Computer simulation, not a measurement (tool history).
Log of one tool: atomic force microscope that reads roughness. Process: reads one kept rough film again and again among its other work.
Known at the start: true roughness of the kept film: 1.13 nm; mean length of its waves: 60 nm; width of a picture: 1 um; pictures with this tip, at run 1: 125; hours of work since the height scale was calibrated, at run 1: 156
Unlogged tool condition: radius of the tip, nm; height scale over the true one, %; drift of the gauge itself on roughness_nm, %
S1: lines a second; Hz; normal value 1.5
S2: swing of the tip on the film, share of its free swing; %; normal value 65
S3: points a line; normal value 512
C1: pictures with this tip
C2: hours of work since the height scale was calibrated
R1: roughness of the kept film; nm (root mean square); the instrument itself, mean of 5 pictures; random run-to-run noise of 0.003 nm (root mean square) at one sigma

{"run": 1, "hour": 0.0, "S1": 1.5, "S2": 65, "S3": 512, "C1": 125, "C2": 156, "R1": 1.075}
{"run": 2, "hour": 21.9, "S1": 1.5, "S2": 66, "S3": 512, "C1": 151, "C2": 172, "R1": 1.069}
{"hour": 32.7, "done": "new tip fitted"}
{"run": 3, "hour": 45.0, "S1": 0.64, "S2": 66, "S3": 512, "C1": 15, "C2": 188, "R1": 1.096}
{"run": 4, "hour": 65.2, "S1": 1.5, "S2": 68, "S3": 512, "C1": 39, "C2": 203, "R1": 1.065}
{"run": 5, "hour": 85.3, "S1": 1.5, "S2": 68, "S3": 512, "C1": 64, "C2": 218, "R1": 1.067}
{"run": 6, "hour": 101.2, "S1": 1.5, "S2": 68, "S3": 512, "C1": 83, "C2": 229, "R1": 1.066}

What does the tool deliver on the next run?
{"run": 7, "hour": 117.1, "S1": 1.5, "S2": 68, "S3": 512, "C1": 103, "C2": 241, "R1": "?"}

R1: 1.058 nm (root mean square)
Without the tool's hidden state the same run would have given R1 1.068 nm (root mean square).
